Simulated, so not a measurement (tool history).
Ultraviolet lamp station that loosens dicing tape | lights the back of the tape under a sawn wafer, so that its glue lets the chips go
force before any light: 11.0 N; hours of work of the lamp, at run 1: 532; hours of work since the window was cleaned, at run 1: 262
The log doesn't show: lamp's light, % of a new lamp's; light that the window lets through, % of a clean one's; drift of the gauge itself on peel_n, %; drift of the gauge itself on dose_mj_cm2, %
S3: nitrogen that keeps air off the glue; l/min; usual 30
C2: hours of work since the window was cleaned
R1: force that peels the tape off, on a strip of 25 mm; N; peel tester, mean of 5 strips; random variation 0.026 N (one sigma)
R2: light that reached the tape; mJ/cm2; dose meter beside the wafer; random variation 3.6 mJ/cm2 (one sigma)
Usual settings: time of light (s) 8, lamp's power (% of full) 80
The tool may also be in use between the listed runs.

Run 1, hour 0: usual settings; hours of work of the lamp 532; C2 262. Result: R1 1.894 N, R2 469 mJ/cm2.
Run 2, hour 57.4: usual settings but lamp's power (% of full) 86; hours of work of the lamp 564; C2 294. Result: R1 1.78 N, R2 494 mJ/cm2.
Run 3, hour 110.4: usual settings; hours of work of the lamp 594; C2 324. Result: R1 1.982 N, R2 455 mJ/cm2.
Run 4, hour 186.7: usual settings; hours of work of the lamp 637; C2 367. Result: R1 2.055 N, R2 439 mJ/cm2.
Run 5, hour 230.6: usual settings; hours of work of the lamp 662; C2 392. Result: R1 2.215 N, R2 437 mJ/cm2.
Run 6, hour 305: usual settings; hours of work of the lamp 704; C2 434. Result: R1 2.205 N, R2 426 mJ/cm2.
Run 7, hour 386.1: usual settings; hours of work of the lamp 750; C2 480. Result: R1 2.416 N, R2 410 mJ/cm2.
Run 8, hour 459.6: usual settings; hours of work of the lamp 791; C2 521. Result: R1 2.426 N, R2 408 mJ/cm2.
Run 9, hour 547.8: usual settings; hours of work of the lamp 841; C2 571. Result: R1 2.471 N, R2 396 mJ/cm2.
Run 10, hour 636.2: usual settings but time of light (s) 4; hours of work of the lamp 891; C2 621. Result: R1 5.414 N, R2 188 mJ/cm2.
Run 11, hour 700.7: usual settings but time of light (s) 4; hours of work of the lamp 927; C2 657. Result: R1 5.413 N, R2 190 mJ/cm2.
At hour 742.3: window cleaned of glue's vapour.
Run 12, hour 765.1: usual settings but lamp's power (% of full) 82; hours of work of the lamp 964; C2 13. Result: R1 3.013 N, R2 341 mJ/cm2.
Run 13, hour 809.2: usual settings but time of light (s) 12; hours of work of the lamp 988; C2 38. Result: R1 1.825 N, R2 483 mJ/cm2.
Run 14, hour 856.6: usual settings; hours of work of the lamp 1015; C2 65. Result: R1 3.522 N, R2 323 mJ/cm2.
Run 15, hour 904.8: usual settings; hours of work of the lamp 1042; C2 92. Result: R1 3.384 N, R2 313 mJ/cm2.
Run 16, hour 957.4: usual settings; hours of work of the lamp 1072; C2 121. Result: R1 3.494 N, R2 308 mJ/cm2.
Run 17, hour 999.3: usual settings but lamp's power (% of full) 65; hours of work of the lamp 1096; C2 145. Result: R1 4.46 N, R2 246 mJ/cm2.
Run 18, hour 1081.6: usual settings but lamp's power (% of full) 65; hours of work of the lamp 1142; C2 192. Result: R1 4.364 N, R2 238 mJ/cm2.
At hour 1149.7: window cleaned of glue's vapour, once more.
Run 19, hour 1149.7: usual settings but lamp's power (% of full) 65; hours of work of the lamp 1180; C2 0. Result: R1 3.222 N, R2 330 mJ/cm2.
Run 20, hour 1217.5: usual settings but lamp's power (% of full) 65, S3 17 l/min; hours of work of the lamp 1219; C2 38. Result: R1 3.845 N, R2 324 mJ/cm2.
Run 21, hour 1259.5: usual settings but lamp's power (% of full) 65, S3 17 l/min; hours of work of the lamp 1242; C2 62. Result: R1 3.901 N, R2 317 mJ/cm2.
Run 22, hour 1331: usual settings but time of light (s) 14, lamp's power (% of full) 65, S3 17 l/min; hours of work of the lamp 1283; C2 102. Result: R1 1.877 N, R2 536 mJ/cm2.
At hour 1366.5: lamp changed.
Run 23, hour 1393.5: usual settings but time of light (s) 4; hours of work of the lamp 15; C2 137. Result: R1 3.923 N, R2 280 mJ/cm2.
Run 24, hour 1444.7: usual settings but time of light (s) 16; hours of work of the lamp 44; C2 166. Result: R1 0.278 N, R2 1100 mJ/cm2.
Run 25, hour 1508.4: usual settings but time of light (s) 14, lamp's power (% of full) 61, S3 19 l/min; hours of work of the lamp 80; C2 202. Result: R1 1.009 N, R2 728 mJ/cm2.
Run 26, hour 1564.9: usual settings but time of light (s) 14, lamp's power (% of full) 61, S3 19 l/min; hours of work of the lamp 112; C2 234. Result: R1 1.045 N, R2 706 mJ/cm2.
Run 27, hour 1628: usual settings but time of light (s) 10, lamp's power (% of full) 64, S3 56 l/min; hours of work of the lamp 148; C2 270. Result: R1 1.364 N, R2 528 mJ/cm2.
Run 28, hour 1682.4: usual settings but lamp's power (% of full) 85; hours of work of the lamp 178; C2 300. Result: R1 1.438 N, R2 550 mJ/cm2.
Run 29, hour 1773.6: usual settings but time of light (s) 12, lamp's power (% of full) 77, S3 14 l/min; hours of work of the lamp 230; C2 352. Result: R1 1.175 N, R2 725 mJ/cm2.
Run 30, hour 1831.1: usual settings but time of light (s) 12, lamp's power (% of full) 77, S3 14 l/min; hours of work of the lamp 262; C2 384. Result: R1 1.21 N, R2 716 mJ/cm2.
Run 31, hour 1887: usual settings but time of light (s) 10, lamp's power (% of full) 64, S3 14 l/min; hours of work of the lamp 294; C2 416. Result: R1 2.37 N, R2 491 mJ/cm2.
Run 32, hour 1940.4: usual settings but time of light (s) 4, lamp's power (% of full) 77, S3 12 l/min; hours of work of the lamp 324; C2 446. Result: R1 5.468 N, R2 229 mJ/cm2.
Run 33, hour 2004.2: usual settings but time of light (s) 4, lamp's power (% of full) 77, S3 12 l/min; hours of work of the lamp 360; C2 482. Result: R1 5.555 N, R2 224 mJ/cm2.
Run 34, hour 2047.3: usual settings but time of light (s) 4, lamp's power (% of full) 77, S3 12 l/min; hours of work of the lamp 385; C2 506. Result: R1 5.373 N, R2 220 mJ/cm2.
Run 35, hour 2093.5: usual settings but lamp's power (% of full) 76, S3 24 l/min; hours of work of the lamp 411; C2 532. Result: R1 2.372 N, R2 437 mJ/cm2.
Run 36, hour 2157.4: usual settings but S3 27 l/min; hours of work of the lamp 447; C2 569. Result: R1 2.209 N, R2 445 mJ/cm2.

The next listed run, before its measurement:
Run 37, hour 2241.3: usual settings but time of light (s) 11, S3 24 l/min; hours of work of the lamp 494; C2 616. Result: R1 ?, R2 ?.

{"run 37": {"R1": 1.351, "R2": 602}}
Without the tool's hidden state the same run would have given R1 0.686 N, R2 816 mJ/cm2.
